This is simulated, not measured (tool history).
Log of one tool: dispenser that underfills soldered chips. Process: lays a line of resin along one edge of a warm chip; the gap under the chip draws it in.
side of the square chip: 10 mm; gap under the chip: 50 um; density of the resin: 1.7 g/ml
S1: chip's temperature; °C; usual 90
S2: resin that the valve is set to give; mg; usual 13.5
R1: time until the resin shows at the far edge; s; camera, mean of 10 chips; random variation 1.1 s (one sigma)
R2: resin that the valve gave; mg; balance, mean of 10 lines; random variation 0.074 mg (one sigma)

run 1 day=0 | S1=90 S2=13.5 | R1=144.7 R2=12.29
-- day=0.1 new syringe of resin
run 2 day=0.196 | S1=90 S2=13.5 | R1=108.2 R2=12.17
run 3 day=0.471 | S1=90 S2=13.5 | R1=147.6 R2=12.1
-- day=0.538 new syringe of resin
run 4 day=0.738 | S1=90 S2=13.5 | R1=122.9 R2=11.89
-- day=0.975 new syringe of resin
run 5 day=1.075 | S1=90 S2=17.4 | R1=108.4 R2=15.46
-- day=1.404 new syringe of resin
run 6 day=1.408 | S1=90 S2=17.4 | R1=95.3 R2=15.44
-- day=1.85 new syringe of resin
run 7 day=1.862 | S1=90 S2=13.2 | R1=98.5 R2=11.51
run 8 day=2.104 | S1=86 S2=13.5 | R1=151 R2=11.7
-- day=2.288 new syringe of resin
run 9 day=2.396 | S1=90 S2=12.5 | R1=112.6 R2=10.83
-- day=2.742 new syringe of resin
run 10 day=2.838 | S1=90 S2=12.5 | R1=110.3 R2=10.78
-- day=2.946 dispensing valve cleaned and set on the balance
-- day=3.217 new syringe of resin
run 11 day=3.3 | S1=90 S2=12.5 | R1=106.4 R2=12.43
-- day=3.65 new syringe of resin
run 12 day=3.667 | S1=90 S2=12.5 | R1=95.8 R2=12.35
run 13 day=3.9 | S1=90 S2=12.5 | R1=128 R2=12.31
-- day=4.083 new syringe of resin
run 14 day=4.096 | S1=90 S2=12.5 | R1=94.5 R2=12.33
run 15 day=4.4 | S1=90 S2=12.5 | R1=136.8 R2=12.15
-- day=4.55 new syringe of resin
run 16 day=4.738 | S1=90 S2=12.5 | R1=118.7 R2=12.12
-- day=4.996 new syringe of resin
run 17 day=5.021 | S1=90 S2=12.5 | R1=97.5 R2=11.97
run 18 day=5.258 | S1=81 S2=12.4 | R1=187.1 R2=11.94
-- day=5.433 new syringe of resin
run 19 day=5.554 | S1=104 S2=16.6 | R1=61.3 R2=15.77
run 20 day=5.775 | S1=95 S2=16.5 | R1=109.4 R2=15.65
-- day=5.879 new syringe of resin
run 21 day=5.992 | S1=99 S2=14.1 | R1=73 R2=13.46
run 22 day=6.196 | S1=94 S2=13.4 | R1=110.9 R2=12.66
-- day=6.317 new syringe of resin
run 23 day=6.525 | S1=86 S2=12.9 | R1=140.2 R2=12.14
-- day=6.758 new syringe of resin
run 24 day=6.771 | S1=83 S2=13.9 | R1=126.7 R2=12.92
-- day=7.212 stage's temperature calibrated
run 25 day=7.212 | S1=97 S2=11.8 | R1=134.2 R2=10.85
-- day=7.254 new syringe of resin
run 26 day=7.521 | S1=91 S2=14.6 | R1=139.8 R2=13.46
-- day=7.704 new syringe of resin
run 27 day=7.746 | S1=89 S2=14.1 | R1=118.6 R2=12.91
run 28 day=8.083 | S1=90 S2=12.2 | R1=170.7 R2=11.09
-- day=8.158 new syringe of resin
run 29 day=8.521 | S1=88 S2=14.7 | R1=176.8 R2=13.28
-- day=8.625 new syringe of resin
run 30 day=8.904 | S1=84 S2=15.2 | R1=182.8 R2=13.58
-- day=9.054 new syringe of resin
run 31 day=9.117 | S1=84 S2=15.2 | R1=146.2 R2=13.57
run 32 day=9.383 | S1=82 S2=13.5 | R1=219.4 R2=11.99
-- day=9.5 new syringe of resin
run 33 day=9.788 | S1=82 S2=13.5 | R1=210.8 R2=11.94
-- day=9.938 new syringe of resin
run 34 day=10.154 | S1=81 S2=13.3 | R1=199.5 R2=11.6

Forecast each of these 3 alternatives for the next run:
-- day=10.383 new syringe of resin
run A day=10.512 | S1=78 S2=15.4 | R1=? R2=?
-- day=10.383 new syringe of resin
run B day=10.512 | S1=102 S2=17.3 | R1=? R2=?
-- day=10.383 new syringe of resin
run C day=10.512 | S1=85 S2=16.2 | R1=? R2=?

run=A R1=201.9 R2=13.57
run=B R1=74.4 R2=14.97
run=C R1=152.1 R2=14.1
Without the tool's hidden state the same runs would have given:
run=A R1=170.9 R2=15.6
run=B R1=63.3 R2=17.22
run=C R1=129.2 R2=16.22
